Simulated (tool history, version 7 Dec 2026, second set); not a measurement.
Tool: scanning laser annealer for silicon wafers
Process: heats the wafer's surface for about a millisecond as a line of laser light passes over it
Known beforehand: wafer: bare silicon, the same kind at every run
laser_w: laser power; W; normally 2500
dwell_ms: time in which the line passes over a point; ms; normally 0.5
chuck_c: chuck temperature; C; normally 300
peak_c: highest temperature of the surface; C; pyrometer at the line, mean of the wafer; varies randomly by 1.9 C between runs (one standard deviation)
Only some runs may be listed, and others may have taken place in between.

Run 1, day 0: usual settings. Result: peak_c 1051 C.
Run 2, day 1.542: usual settings. Result: peak_c 1052 C.
Run 3, day 4.054: usual settings but chuck_c 339 C. Result: peak_c 1087 C.
Run 4, day 6.212: usual settings but chuck_c 339 C. Result: peak_c 1084 C.
At day 6.504: window over the wafer cleaned.
Run 5, day 7.975: usual settings. Result: peak_c 1091 C.
Run 6, day 9.083: usual settings but laser_w 2306 W. Result: peak_c 1009 C.
Run 7, day 10.829: usual settings but laser_w 2306 W. Result: peak_c 1007 C.
Run 8, day 12.45: usual settings. Result: peak_c 1088 C.
Run 9, day 13.946: usual settings. Result: peak_c 1083 C.
Run 10, day 15.592: usual settings. Result: peak_c 1083 C.
Run 11, day 17.538: usual settings. Result: peak_c 1080 C.
Run 12, day 18.888: usual settings. Result: peak_c 1077 C.
Run 13, day 20.9: usual settings. Result: peak_c 1074 C.
Run 14, day 22.375: usual settings but chuck_c 287 C. Result: peak_c 1060 C.
Run 15, day 23.804: usual settings but chuck_c 261 C. Result: peak_c 1035 C.
Run 16, day 25.688: usual settings but dwell_ms 0.431 ms. Result: peak_c 1014 C.
Run 17, day 26.958: usual settings but dwell_ms 0.431 ms. Result: peak_c 1010 C.
Run 18, day 28.704: usual settings but laser_w 2623 W, dwell_ms 0.551 ms, chuck_c 329 C. Result: peak_c 1182 C.
Run 19, day 30.508: usual settings but laser_w 2623 W, dwell_ms 0.575 ms, chuck_c 329 C. Result: peak_c 1202 C.
Run 20, day 32.292: usual settings but laser_w 2218 W. Result: peak_c 947 C.
Run 21, day 34.5: usual settings but laser_w 2279 W, dwell_ms 0.454 ms. Result: peak_c 934 C.
Run 22, day 36.879: usual settings but laser_w 2245 W, chuck_c 287 C. Result: peak_c 939 C.
Run 23, day 38.767: usual settings but laser_w 2634 W, dwell_ms 0.441 ms, chuck_c 287 C. Result: peak_c 1045 C.
Run 24, day 41.129: usual settings but laser_w 2444 W, chuck_c 304 C. Result: peak_c 1029 C.
Run 25, day 42.679: usual settings but laser_w 2444 W, chuck_c 304 C. Result: peak_c 1027 C.
Run 26, day 44.096: usual settings but laser_w 2644 W, chuck_c 325 C. Result: peak_c 1126 C.
Run 27, day 45.562: usual settings but laser_w 2644 W, chuck_c 325 C. Result: peak_c 1125 C.
Run 28, day 46.925: usual settings but laser_w 2644 W, chuck_c 325 C. Result: peak_c 1121 C.
At day 48.2: window over the wafer cleaned.
Run 29, day 48.262: usual settings but laser_w 2644 W, chuck_c 325 C. Result: peak_c 1174 C.

Measured less the same run without the tool's hidden state. The same run-to-run variation is in both; the gauge's scatter may not be:
Hidden state at play: light that passes the window, % of a clean one's; laser's true power over the reading, %; width of the line over the set one, %; drift of the gauge itself on peak_c, C.
run  peak_c
  1     -43
  2     -46
  3     -49
  4     -52
  5      -4
  6      -4
  7      -7
  8     -10
  9     -12
 10     -14
 11     -17
 12     -19
 13     -21
 14     -24
 15     -26
 16     -26
 17     -28
 18     -36
 19     -39
 20     -32
 21     -33
 22     -37
 23     -46
 24     -47
 25     -49
 26     -57
 27     -58
 28     -60
 29      -8
